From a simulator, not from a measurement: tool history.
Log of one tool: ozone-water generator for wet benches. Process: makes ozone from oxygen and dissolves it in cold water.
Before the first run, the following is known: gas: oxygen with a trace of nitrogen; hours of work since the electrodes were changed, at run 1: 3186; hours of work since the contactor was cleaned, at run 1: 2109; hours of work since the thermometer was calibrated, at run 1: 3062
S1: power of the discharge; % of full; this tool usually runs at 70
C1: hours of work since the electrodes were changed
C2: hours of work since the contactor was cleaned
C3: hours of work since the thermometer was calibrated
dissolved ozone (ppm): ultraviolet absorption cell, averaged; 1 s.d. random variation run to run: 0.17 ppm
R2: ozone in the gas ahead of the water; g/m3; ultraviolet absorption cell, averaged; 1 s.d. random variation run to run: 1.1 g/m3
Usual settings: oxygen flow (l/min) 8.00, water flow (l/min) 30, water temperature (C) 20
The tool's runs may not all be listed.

Run 1, day 0.000: usual settings; C1 3186; C2 2109; C3 3062. Result: dissolved ozone (ppm) 22.8, R2 194.1 g/m3.
Run 2, day 4.492: usual settings; C1 3289; C2 2213; C3 3166. Result: dissolved ozone (ppm) 22.9, R2 197.5 g/m3.
Run 3, day 9.162: usual settings; C1 3397; C2 2320; C3 3273. Result: dissolved ozone (ppm) 23.1, R2 196.5 g/m3.
Run 4, day 12.579: usual settings; C1 3476; C2 2399; C3 3352. Result: dissolved ozone (ppm) 22.6, R2 199.1 g/m3.
Run 5, day 14.804: usual settings but water flow (l/min) 21; C1 3527; C2 2450; C3 3403. Result: dissolved ozone (ppm) 29.6, R2 195.3 g/m3.
Run 6, day 17.379: usual settings but water temperature (C) 16; C1 3586; C2 2510; C3 3463. Result: dissolved ozone (ppm) 24.5, R2 195.7 g/m3.
Run 7, day 20.300: usual settings but water temperature (C) 16; C1 3654; C2 2577; C3 3530. Result: dissolved ozone (ppm) 24.5, R2 197.2 g/m3.
Run 8, day 24.212: usual settings but water flow (l/min) 41, water temperature (C) 16; C1 3744; C2 2667; C3 3620. Result: dissolved ozone (ppm) 18.4, R2 196.5 g/m3.
Run 9, day 28.538: usual settings but water flow (l/min) 41, water temperature (C) 16; C1 3843; C2 2767; C3 3720. Result: dissolved ozone (ppm) 18.4, R2 196.1 g/m3.
Run 10, day 31.546: usual settings but oxygen flow (l/min) 7.92; C1 3913; C2 2836; C3 3789. Result: dissolved ozone (ppm) 22.8, R2 197.6 g/m3.
Run 11, day 35.300: usual settings but water temperature (C) 17; C1 3999; C2 2923; C3 3876. Result: dissolved ozone (ppm) 24.1, R2 196.6 g/m3.
Run 12, day 38.975: usual settings but water temperature (C) 17; C1 4084; C2 3007; C3 3960. Result: dissolved ozone (ppm) 24.1, R2 198.0 g/m3.
Run 13, day 42.079: usual settings but water temperature (C) 15; C1 4155; C2 3079; C3 4032. Result: dissolved ozone (ppm) 25.0, R2 198.2 g/m3.
Run 14, day 45.417: usual settings; C1 4232; C2 3156; C3 4109. Result: dissolved ozone (ppm) 23.1, R2 195.6 g/m3.
Run 15, day 48.975: usual settings but water temperature (C) 23; C1 4314; C2 3238; C3 4191. Result: dissolved ozone (ppm) 21.9, R2 198.1 g/m3.
Run 16, day 51.033: usual settings but water temperature (C) 23; C1 4362; C2 3285; C3 4238. Result: dissolved ozone (ppm) 22.0, R2 196.3 g/m3.
Run 17, day 53.496: usual settings but oxygen flow (l/min) 12.11, water temperature (C) 16; C1 4419; C2 3342; C3 4295. Result: dissolved ozone (ppm) 23.0, R2 149.4 g/m3.
At day 56.133: contactor cleaned.
Run 18, day 58.192: usual settings but S1 56 % of full, oxygen flow (l/min) 8.82, water flow (l/min) 19, water temperature (C) 16; C1 4523; C2 47; C3 4399. Result: dissolved ozone (ppm) 27.7, R2 154.1 g/m3.
Run 19, day 60.246: usual settings but S1 62 % of full, water flow (l/min) 37; C1 4570; C2 95; C3 4447. Result: dissolved ozone (ppm) 17.7, R2 177.3 g/m3.
Run 20, day 62.804: usual settings but S1 62 % of full, water flow (l/min) 37; C1 4629; C2 154; C3 4506. Result: dissolved ozone (ppm) 17.3, R2 178.8 g/m3.
Run 21, day 65.417: usual settings but S1 55 % of full, oxygen flow (l/min) 7.37, water flow (l/min) 25; C1 4689; C2 214; C3 4566. Result: dissolved ozone (ppm) 22.1, R2 170.9 g/m3.
Run 22, day 68.317: usual settings but S1 41 % of full, oxygen flow (l/min) 13.90, water flow (l/min) 25; C1 4756; C2 281; C3 4633. Result: dissolved ozone (ppm) 15.1, R2 89.6 g/m3.
Run 23, day 71.388: usual settings but water flow (l/min) 23, water temperature (C) 23; C1 4827; C2 352; C3 4704. Result: dissolved ozone (ppm) 26.6, R2 198.2 g/m3.
Run 24, day 74.175: usual settings but S1 60 % of full, oxygen flow (l/min) 5.22, water flow (l/min) 48, water temperature (C) 13; C1 4891; C2 416; C3 4768. Result: dissolved ozone (ppm) 13.8, R2 228.8 g/m3.
Run 25, day 77.821: usual settings but S1 72 % of full, water temperature (C) 19; C1 4975; C2 500; C3 4852. Result: dissolved ozone (ppm) 24.1, R2 201.5 g/m3.
Run 26, day 79.733: usual settings but S1 72 % of full, water temperature (C) 19; C1 5019; C2 544; C3 4896. Result: dissolved ozone (ppm) 23.9, R2 200.8 g/m3.
Run 27, day 84.175: usual settings but S1 72 % of full, water temperature (C) 19; C1 5122; C2 646; C3 4998. Result: dissolved ozone (ppm) 24.0, R2 201.0 g/m3.
Run 28, day 88.871: usual settings but S1 44 % of full, water flow (l/min) 36, water temperature (C) 13; C1 5230; C2 754; C3 5106. Result: dissolved ozone (ppm) 14.7, R2 134.9 g/m3.
Run 29, day 91.100: usual settings but S1 44 % of full, water flow (l/min) 36, water temperature (C) 13; C1 5281; C2 806; C3 5158. Result: dissolved ozone (ppm) 14.6, R2 134.9 g/m3.

Across each entry between runs, compare the hidden state at the last listed run before it with the hidden state at the first listed run after it:
After run 17, before run 18: contactor cleaned (day 56.133)
  contactor's efficiency, % of a clean one's: 99.9 -> 100
